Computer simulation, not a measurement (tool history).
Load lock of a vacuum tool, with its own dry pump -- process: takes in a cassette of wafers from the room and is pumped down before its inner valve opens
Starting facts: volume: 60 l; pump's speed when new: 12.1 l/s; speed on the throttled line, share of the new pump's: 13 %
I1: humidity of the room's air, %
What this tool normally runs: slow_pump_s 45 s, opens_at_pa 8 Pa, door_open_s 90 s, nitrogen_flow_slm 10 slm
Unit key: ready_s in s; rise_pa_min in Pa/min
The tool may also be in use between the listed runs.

Run 1, hour 0: usual settings; I1 44.8. Result: ready_s 91.7 s, rise_pa_min 0.035 Pa/min.
Run 2, hour 294.8: usual settings; I1 45.9. Result: ready_s 91.5 s, rise_pa_min 0.033 Pa/min.
Run 3, hour 459.3: usual settings; I1 44.5. Result: ready_s 91 s, rise_pa_min 0.034 Pa/min.
Run 4, hour 617.8: usual settings; I1 44.8. Result: ready_s 91.3 s, rise_pa_min 0.038 Pa/min.
Run 5, hour 893.4: usual settings but nitrogen_flow_slm 28 slm; I1 45.8. Result: ready_s 92 s, rise_pa_min 0.028 Pa/min.
Run 6, hour 1103.1: usual settings but nitrogen_flow_slm 28 slm; I1 47.7. Result: ready_s 92.3 s, rise_pa_min 0.034 Pa/min.
Run 7, hour 1319.2: usual settings but nitrogen_flow_slm 28 slm; I1 41.3. Result: ready_s 92.4 s, rise_pa_min 0.032 Pa/min.
Run 8, hour 1587.3: usual settings; I1 42.9. Result: ready_s 91.3 s, rise_pa_min 0.041 Pa/min.
Run 9, hour 1799.6: usual settings; I1 45.8. Result: ready_s 91.9 s, rise_pa_min 0.048 Pa/min.
Run 10, hour 1987: usual settings; I1 47.2. Result: ready_s 92.2 s, rise_pa_min 0.047 Pa/min.
Run 11, hour 2318.6: usual settings; I1 44.6. Result: ready_s 92.4 s, rise_pa_min 0.051 Pa/min.
Run 12, hour 2456.5: usual settings but slow_pump_s 31 s; I1 43.3. Result: ready_s 80.5 s, rise_pa_min 0.052 Pa/min.
Run 13, hour 2763.3: usual settings but slow_pump_s 35 s; I1 46.1. Result: ready_s 83.3 s, rise_pa_min 0.053 Pa/min.
Run 14, hour 3025.3: usual settings but slow_pump_s 35 s; I1 47.6. Result: ready_s 83.6 s, rise_pa_min 0.056 Pa/min.
Run 15, hour 3214.3: usual settings; I1 44.9. Result: ready_s 91.9 s, rise_pa_min 0.059 Pa/min.
Run 16, hour 3516.2: usual settings but opens_at_pa 6 Pa; I1 43.1. Result: ready_s 95.2 s, rise_pa_min 0.059 Pa/min.
Run 17, hour 3728.5: usual settings but opens_at_pa 6 Pa; I1 46. Result: ready_s 94.2 s, rise_pa_min 0.067 Pa/min.
Run 18, hour 4064: usual settings but door_open_s 104 s; I1 44.9. Result: ready_s 93.3 s, rise_pa_min 0.066 Pa/min.
Run 19, hour 4206.6: usual settings but door_open_s 104 s; I1 47.4. Result: ready_s 93.8 s, rise_pa_min 0.071 Pa/min.
Run 20, hour 4537.8: usual settings but door_open_s 104 s; I1 46.5. Result: ready_s 92.3 s, rise_pa_min 0.076 Pa/min.
Run 21, hour 4688.5: usual settings but opens_at_pa 10 Pa, nitrogen_flow_slm 19 slm; I1 45. Result: ready_s 92.1 s, rise_pa_min 0.075 Pa/min.
Run 22, hour 4889.7: usual settings but opens_at_pa 10 Pa, nitrogen_flow_slm 19 slm; I1 46.1. Result: ready_s 92.6 s, rise_pa_min 0.07 Pa/min.
Run 23, hour 5104.2: usual settings but opens_at_pa 10 Pa, nitrogen_flow_slm 19 slm; I1 44. Result: ready_s 92.2 s, rise_pa_min 0.074 Pa/min.
Run 24, hour 5335.8: usual settings but slow_pump_s 71 s, opens_at_pa 10 Pa, nitrogen_flow_slm 14 slm; I1 42.8. Result: ready_s 115.8 s, rise_pa_min 0.082 Pa/min.
Run 25, hour 5668: usual settings but opens_at_pa 13 Pa, door_open_s 25 s, nitrogen_flow_slm 4 slm; I1 46.1. Result: ready_s 90.5 s, rise_pa_min 0.083 Pa/min.
Run 26, hour 5949.1: usual settings but slow_pump_s 77 s, opens_at_pa 11 Pa, door_open_s 144 s, nitrogen_flow_slm 35 slm; I1 44.7. Result: ready_s 118.5 s, rise_pa_min 0.084 Pa/min.
Run 27, hour 6219.3: usual settings but slow_pump_s 61 s, opens_at_pa 14 Pa; I1 42.6. Result: ready_s 105.3 s, rise_pa_min 0.092 Pa/min.
Run 28, hour 6395.3: usual settings but slow_pump_s 26 s; I1 44.7. Result: ready_s 79.2 s, rise_pa_min 0.103 Pa/min.
Run 29, hour 6616.3: usual settings but slow_pump_s 70 s; I1 47. Result: ready_s 114.7 s, rise_pa_min 0.105 Pa/min.
Run 30, hour 6905.2: usual settings but nitrogen_flow_slm 13 slm; I1 45. Result: ready_s 94.9 s, rise_pa_min 0.104 Pa/min.
Run 31, hour 7063.8: usual settings but nitrogen_flow_slm 13 slm; I1 44.3. Result: ready_s 95.3 s, rise_pa_min 0.107 Pa/min.
Run 32, hour 7344.9: usual settings but slow_pump_s 42 s, nitrogen_flow_slm 21 slm; I1 47.3. Result: ready_s 93.1 s, rise_pa_min 0.11 Pa/min.
Run 33, hour 7650.8: usual settings but slow_pump_s 44 s, opens_at_pa 6 Pa, door_open_s 30 s, nitrogen_flow_slm 13 slm; I1 44.9. Result: ready_s 96.1 s, rise_pa_min 0.112 Pa/min.
Run 34, hour 7883.7: usual settings but slow_pump_s 44 s, opens_at_pa 6 Pa, door_open_s 30 s, nitrogen_flow_slm 13 slm; I1 39.1. Result: ready_s 96.6 s, rise_pa_min 0.109 Pa/min.
Run 35, hour 8064.5: usual settings but opens_at_pa 10 Pa, nitrogen_flow_slm 27 slm; I1 45.5. Result: ready_s 94.2 s, rise_pa_min 0.115 Pa/min.
Run 36, hour 8267.4: usual settings but opens_at_pa 10 Pa, nitrogen_flow_slm 27 slm; I1 45.2. Result: ready_s 94.8 s, rise_pa_min 0.12 Pa/min.

Hidden state or all else? Some run-to-run changes of ready_s, split into what the settings, what came in and random variation would give without the hidden state, and what is left for the hidden state (with any gauge scatter that isn't in both results):
Hidden state at play: pump's speed, % of a new pump's; leak at the door's seal, Pa l/s; drift of the gauge itself on ready_s, %; drift of the gauge itself on rise_pa_min, %.
Run 25 -> 26: slow_pump_s 45 -> 77, opens_at_pa 13 -> 11, door_open_s 25 -> 144, nitrogen_flow_slm 4 -> 35. ready_s +28 s: hidden state -0.5, all else +28.5.
Run 27 -> 28: slow_pump_s 61 -> 26, opens_at_pa 14 -> 8. ready_s -26.1 s: hidden state +1.6, all else -27.7.
Run 28 -> 29: slow_pump_s 26 -> 70. ready_s +35.5 s: hidden state -1.2, all else +36.7.
Run 29 -> 30: slow_pump_s 70 -> 45, nitrogen_flow_slm 10 -> 13. ready_s -19.8 s: hidden state +0.8, all else -20.6.
